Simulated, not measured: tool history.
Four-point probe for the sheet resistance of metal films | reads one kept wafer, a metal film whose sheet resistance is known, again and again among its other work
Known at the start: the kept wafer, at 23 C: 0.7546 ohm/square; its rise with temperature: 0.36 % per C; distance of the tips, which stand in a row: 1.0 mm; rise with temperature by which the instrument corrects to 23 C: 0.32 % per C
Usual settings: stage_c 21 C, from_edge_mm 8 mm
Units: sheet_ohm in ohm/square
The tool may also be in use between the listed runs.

{"run": 1, "hour": 0.0, "stage_c": 21, "from_edge_mm": 8, "sheet_ohm": 0.7582}
{"run": 2, "hour": 105.4, "stage_c": 21, "from_edge_mm": 41, "sheet_ohm": 0.751688}
{"run": 3, "hour": 206.4, "stage_c": 21, "from_edge_mm": 41, "sheet_ohm": 0.751819}
{"run": 4, "hour": 287.4, "stage_c": 21, "from_edge_mm": 41, "sheet_ohm": 0.751328}
{"run": 5, "hour": 338.5, "stage_c": 21, "from_edge_mm": 51, "sheet_ohm": 0.751435}
{"run": 6, "hour": 411.5, "stage_c": 21, "from_edge_mm": 51, "sheet_ohm": 0.751413}
{"run": 7, "hour": 494.2, "stage_c": 26, "from_edge_mm": 51, "sheet_ohm": 0.752269}
{"run": 8, "hour": 568.5, "stage_c": 26, "from_edge_mm": 51, "sheet_ohm": 0.75262}
{"run": 9, "hour": 629.7, "stage_c": 26, "from_edge_mm": 51, "sheet_ohm": 0.752648}
{"run": 10, "hour": 708.1, "stage_c": 26, "from_edge_mm": 51, "sheet_ohm": 0.752325}
{"run": 11, "hour": 800.1, "stage_c": 26, "from_edge_mm": 51, "sheet_ohm": 0.752547}
{"run": 12, "hour": 877.0, "stage_c": 21, "from_edge_mm": 8, "sheet_ohm": 0.757042}
{"run": 13, "hour": 964.7, "stage_c": 21, "from_edge_mm": 8, "sheet_ohm": 0.757107}
{"run": 14, "hour": 1041.8, "stage_c": 21, "from_edge_mm": 8, "sheet_ohm": 0.757203}
{"run": 15, "hour": 1145.7, "stage_c": 21, "from_edge_mm": 8, "sheet_ohm": 0.756752}
{"run": 16, "hour": 1211.4, "stage_c": 21, "from_edge_mm": 8, "sheet_ohm": 0.756827}
{"hour": 1263.9, "done": "stage's thermometer calibrated"}
{"run": 17, "hour": 1265.2, "stage_c": 21, "from_edge_mm": 8, "sheet_ohm": 0.757107}
{"run": 18, "hour": 1367.8, "stage_c": 21, "from_edge_mm": 8, "sheet_ohm": 0.756822}
{"run": 19, "hour": 1416.3, "stage_c": 21, "from_edge_mm": 8, "sheet_ohm": 0.756689}
{"run": 20, "hour": 1495.0, "stage_c": 21, "from_edge_mm": 8, "sheet_ohm": 0.756649}
{"hour": 1558.2, "done": "stage's thermometer calibrated, once more"}
{"run": 21, "hour": 1595.1, "stage_c": 21, "from_edge_mm": 8, "sheet_ohm": 0.755989}
{"run": 22, "hour": 1652.3, "stage_c": 21, "from_edge_mm": 9, "sheet_ohm": 0.754358}
{"run": 23, "hour": 1739.3, "stage_c": 21, "from_edge_mm": 9, "sheet_ohm": 0.754436}
{"run": 24, "hour": 1797.6, "stage_c": 21, "from_edge_mm": 9, "sheet_ohm": 0.754488}
{"run": 25, "hour": 1853.5, "stage_c": 31, "from_edge_mm": 4, "sheet_ohm": 0.77639}
{"run": 26, "hour": 1947.7, "stage_c": 21, "from_edge_mm": 5, "sheet_ohm": 0.76505}
{"run": 27, "hour": 2040.0, "stage_c": 30, "from_edge_mm": 27, "sheet_ohm": 0.751989}
{"run": 28, "hour": 2141.8, "stage_c": 24, "from_edge_mm": 47, "sheet_ohm": 0.749599}
{"run": 29, "hour": 2188.8, "stage_c": 24, "from_edge_mm": 47, "sheet_ohm": 0.750003}
{"run": 30, "hour": 2250.2, "stage_c": 24, "from_edge_mm": 8, "sheet_ohm": 0.755842}
{"run": 31, "hour": 2353.2, "stage_c": 21, "from_edge_mm": 27, "sheet_ohm": 0.749668}
{"run": 32, "hour": 2401.4, "stage_c": 34, "from_edge_mm": 6, "sheet_ohm": 0.763194}
{"hour": 2424.6, "done": "new probe head fitted"}
{"run": 33, "hour": 2464.2, "stage_c": 34, "from_edge_mm": 6, "sheet_ohm": 0.771416}
{"run": 34, "hour": 2509.6, "stage_c": 26, "from_edge_mm": 31, "sheet_ohm": 0.758413}
{"run": 35, "hour": 2556.5, "stage_c": 33, "from_edge_mm": 13, "sheet_ohm": 0.762195}
{"run": 36, "hour": 2661.9, "stage_c": 21, "from_edge_mm": 6, "sheet_ohm": 0.767943}
{"run": 37, "hour": 2764.3, "stage_c": 21, "from_edge_mm": 6, "sheet_ohm": 0.76762}
{"run": 38, "hour": 2844.0, "stage_c": 21, "from_edge_mm": 6, "sheet_ohm": 0.76754}
{"run": 39, "hour": 2925.2, "stage_c": 20, "from_edge_mm": 12, "sheet_ohm": 0.758938}
{"run": 40, "hour": 3015.6, "stage_c": 20, "from_edge_mm": 12, "sheet_ohm": 0.759007}
{"run": 41, "hour": 3065.5, "stage_c": 19, "from_edge_mm": 62, "sheet_ohm": 0.756015}

4 ways to go on from here, each from the tool as it stands after run 41. What would each give?
{"run": "A", "hour": 3127.1, "stage_c": 30, "from_edge_mm": 6, "sheet_ohm": "?"}
{"run": "B", "hour": 3127.1, "stage_c": 31, "from_edge_mm": 26, "sheet_ohm": "?"}
{"run": "C", "hour": 3127.1, "stage_c": 25, "from_edge_mm": 25, "sheet_ohm": "?"}
{"run": "D", "hour": 3127.1, "stage_c": 20, "from_edge_mm": 10, "sheet_ohm": "?"}

run=A sheet_ohm=0.769647
run=B sheet_ohm=0.759467
run=C sheet_ohm=0.757936
run=D sheet_ohm=0.759955
Without the tool's hidden state the same runs would have given:
run=A sheet_ohm=0.767472
run=B sheet_ohm=0.75732
run=C sheet_ohm=0.755787
run=D sheet_ohm=0.757794
